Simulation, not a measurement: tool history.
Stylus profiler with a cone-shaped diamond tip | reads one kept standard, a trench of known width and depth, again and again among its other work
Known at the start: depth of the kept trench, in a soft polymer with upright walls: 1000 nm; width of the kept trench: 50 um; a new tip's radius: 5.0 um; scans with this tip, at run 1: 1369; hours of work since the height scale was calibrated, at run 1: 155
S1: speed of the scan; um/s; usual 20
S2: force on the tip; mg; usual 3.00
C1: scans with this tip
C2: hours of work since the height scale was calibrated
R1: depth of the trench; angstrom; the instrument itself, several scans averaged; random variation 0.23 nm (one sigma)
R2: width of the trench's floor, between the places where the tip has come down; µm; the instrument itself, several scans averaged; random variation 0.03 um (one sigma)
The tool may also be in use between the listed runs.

| run | hour | S1 | S2 | C1 | C2 | R1 | R2 |
|---|---|---|---|---|---|---|---|
| 1 | 0.0 | 20 | 3.00 | 1369 | 155 | 10142.6 | 43.88 |
| 2 | 86.3 | 20 | 3.00 | 1693 | 192 | 10147.5 | 43.92 |
| 3 | 126.1 | 20 | 1.44 | 1843 | 209 | 10087.1 | 43.80 |
| 4 | 201.6 | 20 | 1.44 | 2126 | 241 | 10087.5 | 43.94 |
| 5 | 274.8 | 20 | 1.44 | 2401 | 272 | 10088.6 | 43.87 |
| 6 | 316.2 | 20 | 1.44 | 2556 | 289 | 10085.6 | 43.87 |
| 7 | 379.7 | 20 | 1.44 | 2794 | 316 | 10089.5 | 43.84 |
| 8 | 459.0 | 11 | 1.64 | 3092 | 350 | 10095.7 | 43.96 |
| 9 | 510.0 | 11 | 1.64 | 3283 | 372 | 10096.9 | 43.92 |
| 10 | 568.4 | 11 | 1.64 | 3502 | 397 | 10094.5 | 43.89 |
| 11 | 648.3 | 11 | 1.64 | 3802 | 431 | 10100.8 | 43.95 |

Forecast each of these 5 alternatives for the next run:
| A | 686.1 | 6 | 5.52 | 3944 | 447 | ? | ? |
| B | 686.1 | 54 | 2.43 | 3944 | 447 | ? | ? |
| C | 686.1 | 34 | 2.62 | 3944 | 447 | ? | ? |
| D | 686.1 | 14 | 5.67 | 3944 | 447 | ? | ? |
| E | 686.1 | 56 | 3.81 | 3944 | 447 | ? | ? |

| run | R1 | R2 |
|---|---|---|
| A | 10218.5 | 44.01 |
| B | 10122.5 | 43.66 |
| C | 10134.1 | 43.83 |
| D | 10222.8 | 43.90 |
| E | 10170.9 | 43.77 |
Without the tool's hidden state the same runs would have given:
| run | R1 | R2 |
|---|---|---|
| A | 10218.4 | 44.02 |
| B | 10122.3 | 43.67 |
| C | 10133.9 | 43.84 |
| D | 10222.6 | 43.91 |
| E | 10170.7 | 43.78 |
